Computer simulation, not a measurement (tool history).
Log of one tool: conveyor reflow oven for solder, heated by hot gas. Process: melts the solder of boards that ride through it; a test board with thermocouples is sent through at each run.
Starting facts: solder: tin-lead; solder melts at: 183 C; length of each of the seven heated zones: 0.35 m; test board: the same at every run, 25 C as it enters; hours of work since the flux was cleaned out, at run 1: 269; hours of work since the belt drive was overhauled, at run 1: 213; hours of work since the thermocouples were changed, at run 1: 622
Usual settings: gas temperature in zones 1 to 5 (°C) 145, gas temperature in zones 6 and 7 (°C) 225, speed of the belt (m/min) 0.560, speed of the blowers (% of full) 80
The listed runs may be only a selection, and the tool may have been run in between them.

run	day	gas temperature in zones 1 to 5 (°C)	gas temperature in zones 6 and 7 (°C)	speed of the belt (m/min)	speed of the blowers (% of full)	hours of work since the flux was cleaned out	hours of work since the belt drive was overhauled	hours of work since the thermocouples were changed	highest temperature of the board (°C)	time above the solder's melting point (s)
1	0.000	145	225	0.560	80	269	213	622	214.41	56.93
2	2.967	145	225	0.560	80	300	243	652	214.52	57.15
3	4.721	145	225	0.560	80	318	261	670	214.35	57.12
# day 6.604: thermocouples of zones 6 and 7 changed
4	7.983	145	225	0.560	80	350	294	14	212.15	55.26
5	11.392	145	225	0.560	80	385	329	49	212.21	55.10
6	15.517	145	225	0.560	80	427	371	91	212.08	55.09
7	17.738	145	225	0.560	80	450	394	114	212.29	55.15
8	21.112	145	225	0.560	80	485	428	149	212.06	55.17
# day 21.721: flux residue cleaned out of gas plates and filters
9	24.488	145	225	0.560	80	28	461	181	214.21	57.42
10	26.971	145	225	0.560	80	54	486	207	214.16	57.36
11	30.258	145	225	0.560	80	87	520	240	214.27	57.34
12	33.671	145	225	0.560	80	122	555	275	214.19	57.36
13	35.567	145	215	0.560	80	142	574	295	205.38	49.66
14	37.583	145	223	0.560	80	163	595	315	212.60	55.81
15	41.612	145	217	0.560	80	204	636	357	207.19	51.32
16	44.350	145	225	0.482	80	232	664	385	217.43	70.63
17	47.633	149	226	0.493	69	266	698	418	216.79	69.32
18	50.033	149	226	0.493	69	290	722	443	216.55	69.38
19	52.817	149	226	0.493	69	319	751	471	216.69	69.56
20	56.988	149	226	0.493	69	361	794	514	216.87	69.25
21	60.317	152	225	0.560	80	396	828	548	214.89	60.90
22	63.529	133	229	0.560	80	428	861	581	215.31	53.74

Run 23 is up next; what results do you expect?
23	66.262	133	229	0.649	79	456	889	609	?	?

highest temperature of the board (°C): 209.94
time above the solder's melting point (s): 41.10
With the hidden condition absent and the run-to-run variation left alone, this run would have shown highest temperature of the board (°C) 210.18, time above the solder's melting point (s) 41.50.
